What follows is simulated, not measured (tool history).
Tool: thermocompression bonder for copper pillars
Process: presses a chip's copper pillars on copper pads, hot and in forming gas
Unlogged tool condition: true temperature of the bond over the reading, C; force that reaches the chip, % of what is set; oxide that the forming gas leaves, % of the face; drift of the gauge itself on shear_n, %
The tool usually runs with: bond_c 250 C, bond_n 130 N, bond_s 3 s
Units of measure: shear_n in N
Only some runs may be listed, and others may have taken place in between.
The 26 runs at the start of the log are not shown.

| run | day | bond_c | bond_n | bond_s | hours of work since the heater was calibrated | hours of work since the force cell was calibrated | hours of work since the gas filter was changed | shear_n |
|---|---|---|---|---|---|---|---|---|
|  | 10.904 | forming gas filter changed |
| 27 | 11.112 | 250 | 146 | 5 | 357 | 36 | 2 | 105.8 |
| 28 | 11.583 | 250 | 146 | 5 | 362 | 41 | 7 | 104.0 |
| 29 | 12.108 | 238 | 130 | 6 | 368 | 46 | 13 | 87.9 |
| 30 | 12.775 | 253 | 130 | 2 | 375 | 54 | 20 | 78.0 |
| 31 | 13.425 | 253 | 130 | 2 | 382 | 61 | 27 | 77.2 |
| 32 | 13.929 | 253 | 130 | 2 | 388 | 66 | 33 | 77.7 |
| 33 | 14.492 | 253 | 130 | 2 | 394 | 72 | 39 | 76.4 |
| 34 | 14.992 | 271 | 84 | 2 | 399 | 78 | 45 | 70.7 |
| 35 | 15.462 | 250 | 195 | 7 | 405 | 83 | 50 | 126.2 |
| 36 | 15.738 | 248 | 130 | 3 | 408 | 86 | 53 | 81.1 |
| 37 | 16.142 | 250 | 84 | 6 | 412 | 90 | 57 | 76.5 |
| 38 | 16.475 | 277 | 78 | 3 | 416 | 94 | 61 | 81.1 |
| 39 | 17.017 | 258 | 130 | 3 | 421 | 100 | 67 | 91.4 |

Branching from run 39: 5 alternative next runs. What would each branch give?
| A | 17.567 | 275 | 130 | 3 | 427 | 106 | 73 | ? |
| B | 17.567 | 269 | 103 | 2 | 427 | 106 | 73 | ? |
| C | 17.567 | 224 | 87 | 3 | 427 | 106 | 73 | ? |
| D | 17.567 | 253 | 83 | 5 | 427 | 106 | 73 | ? |
| E | 17.567 | 221 | 130 | 2 | 427 | 106 | 73 | ? |

| run | shear_n |
|---|---|
| A | 109.5 |
| B | 78.9 |
| C | 36.0 |
| D | 72.3 |
| E | 43.1 |
What these runs would have given with no unlogged condition in the tool:
| run | shear_n |
|---|---|
| A | 117.8 |
| B | 87.4 |
| C | 41.6 |
| D | 80.9 |
| E | 49.9 |

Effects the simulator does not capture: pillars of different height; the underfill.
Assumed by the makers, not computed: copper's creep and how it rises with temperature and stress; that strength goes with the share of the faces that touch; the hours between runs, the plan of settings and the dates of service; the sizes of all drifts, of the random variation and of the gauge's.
